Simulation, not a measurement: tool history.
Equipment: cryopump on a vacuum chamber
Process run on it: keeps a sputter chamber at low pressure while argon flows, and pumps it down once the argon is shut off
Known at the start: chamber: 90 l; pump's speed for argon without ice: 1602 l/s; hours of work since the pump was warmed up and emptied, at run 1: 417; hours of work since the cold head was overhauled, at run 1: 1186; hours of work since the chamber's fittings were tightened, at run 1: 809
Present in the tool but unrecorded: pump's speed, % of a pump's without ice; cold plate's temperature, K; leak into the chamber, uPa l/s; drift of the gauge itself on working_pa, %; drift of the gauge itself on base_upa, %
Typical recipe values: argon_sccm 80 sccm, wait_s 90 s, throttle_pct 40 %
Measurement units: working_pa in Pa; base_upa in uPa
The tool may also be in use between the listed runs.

run	hour	argon_sccm	wait_s	throttle_pct	hours of work since the pump was warmed up and emptied	hours of work since the cold head was overhauled	hours of work since the chamber's fittings were tightened	working_pa	base_upa
1	0.0	80	90	40	417	1186	809	0.2232	2.25
2	25.7	80	39	40	437	1206	829	0.2251	3.20
3	60.9	80	39	40	465	1234	857	0.2256	3.27
4	100.4	80	39	40	497	1266	889	0.2257	3.45
5	128.3	80	39	40	519	1288	911	0.2248	3.40
6	155.8	75	90	40	541	1310	933	0.2129	2.45
7	188.4	80	90	40	567	1336	959	0.2287	2.49
8	214.7	80	90	40	588	1357	980	0.2299	2.57
9	254.5	80	90	40	620	1389	1012	0.2285	2.60
10	291.2	80	90	18	649	1418	1041	0.4888	2.63
11	317.9	80	147	40	671	1439	1063	0.2291	2.42
12	358.8	80	147	40	703	1472	1095	0.2327	2.46
13	377.4	57	147	40	718	1487	1110	0.1649	2.48
14	395.2	57	147	40	732	1501	1124	0.1653	2.57
# hour 442.6: pump warmed up, emptied and cooled again
15	442.6	57	147	40	0	1535	1158	0.1522	2.19
16	469.8	57	147	40	22	1557	1180	0.1537	2.17
17	487.6	57	147	40	36	1571	1194	0.1522	2.26
18	513.3	80	92	40	56	1591	1214	0.2152	2.64
19	547.4	80	92	40	84	1619	1242	0.2152	2.62
20	586.3	43	90	23	115	1650	1273	0.1983	2.69
21	606.8	101	236	23	131	1666	1289	0.4655	2.26
22	626.2	101	236	23	147	1682	1305	0.4705	2.20
23	652.2	157	225	50	167	1702	1325	0.3446	2.35
24	671.4	101	46	19	183	1718	1341	0.5657	3.62
25	712.9	40	293	48	216	1751	1374	0.0920	2.40
26	735.3	40	293	48	234	1769	1392	0.0928	2.35
27	768.1	67	73	32	260	1795	1418	0.2277	3.12

Hidden condition of the tool, last listed run before each entry between runs versus first listed run after:
Logged between run 14 and run 15: pump warmed up, emptied and cooled again (hour 442.6)
  pump's speed, % of a pump's without ice: 81.2 -> 99.6; cold plate's temperature, K: 12.95 -> 12.96; leak into the chamber, uPa l/s: 2682 -> 2753
  measured minus no-state result, working_pa: +0.0153 -> +0.0014 Pa; base_upa: +1.94 -> +1.56 uPa

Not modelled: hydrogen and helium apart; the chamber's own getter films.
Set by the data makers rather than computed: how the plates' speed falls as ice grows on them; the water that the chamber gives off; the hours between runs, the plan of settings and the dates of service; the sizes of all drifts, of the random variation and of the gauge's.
